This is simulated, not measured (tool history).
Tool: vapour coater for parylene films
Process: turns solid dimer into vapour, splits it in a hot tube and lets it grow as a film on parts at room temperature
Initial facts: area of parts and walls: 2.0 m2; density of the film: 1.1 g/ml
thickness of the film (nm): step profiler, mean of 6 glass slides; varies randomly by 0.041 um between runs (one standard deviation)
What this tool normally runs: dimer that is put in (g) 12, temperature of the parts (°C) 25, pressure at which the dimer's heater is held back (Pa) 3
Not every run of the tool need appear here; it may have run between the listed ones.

| run | hour | dimer that is put in (g) | temperature of the parts (°C) | pressure at which the dimer's heater is held back (Pa) | thickness of the film (nm) |
|---|---|---|---|---|---|
| 1 | 0 | 12 | 25 | 3 | 4480 |
| 2 | 71.5 | 12 | 19 | 3 | 5210 |
| 3 | 122 | 9 | 25 | 3 | 3290 |
| 4 | 185.6 | 12 | 25 | 3.24 | 4390 |
| 5 | 222.2 | 12 | 25 | 3.24 | 4300 |
| 6 | 290.2 | 12 | 25 | 3.24 | 4320 |
| 7 | 365.5 | 12 | 25 | 3.24 | 4230 |
| 8 | 442.2 | 12 | 20 | 3 | 4840 |
| 9 | 491.2 | 12 | 22 | 3 | 4520 |
| 10 | 548.4 | 12 | 25 | 3 | 4230 |
| 11 | 616.4 | 12 | 25 | 3 | 4190 |
| 12 | 670.9 | 12 | 25 | 3.59 | 4080 |
| 13 | 713 | 10 | 25 | 3 | 3460 |
| 14 | 745.1 | 10 | 25 | 3 | 3460 |
| 15 | 790.8 | 10 | 25 | 3 | 3390 |
| 16 | 849.6 | 6 | 25 | 3 | 2020 |
|  | 877.2 | trap's valve overhauled |
| 17 | 928.7 | 6 | 28 | 3 | 2150 |
| 18 | 984.2 | 20 | 33 | 3 | 6400 |
| 19 | 1023.1 | 11 | 26 | 11.59 | 3710 |
| 20 | 1088 | 11 | 26 | 11.59 | 3610 |
| 21 | 1119.4 | 12 | 34 | 4.57 | 3520 |
| 22 | 1177.8 | 7 | 24 | 2.28 | 2720 |
| 23 | 1219.4 | 12 | 25 | 4.88 | 4270 |
| 24 | 1280.2 | 19 | 34 | 3 | 5710 |
| 25 | 1332.8 | 7 | 34 | 2.78 | 2050 |
| 26 | 1371.2 | 7 | 22 | 2.78 | 2710 |
| 27 | 1442.9 | 9 | 22 | 2.7 | 3490 |
| 28 | 1507 | 11 | 21 | 7.94 | 4000 |
| 29 | 1572.5 | 11 | 21 | 7.94 | 3950 |

What if the next run were any one of these 3? Each begins from the tool's condition after run 29:
| A | 1647.3 | 7 | 24 | 7.94 | ? |
| B | 1647.3 | 18 | 33 | 7.94 | ? |
| C | 1647.3 | 5 | 22 | 6.26 | ? |

| run | thickness of the film (nm) |
|---|---|
| A | 2300 |
| B | 4840 |
| C | 1750 |
Take away the tool's hidden state, keep each run's random variation, and the runs would have read:
| run | thickness of the film (nm) |
|---|---|
| A | 2510 |
| B | 5280 |
| C | 1910 |
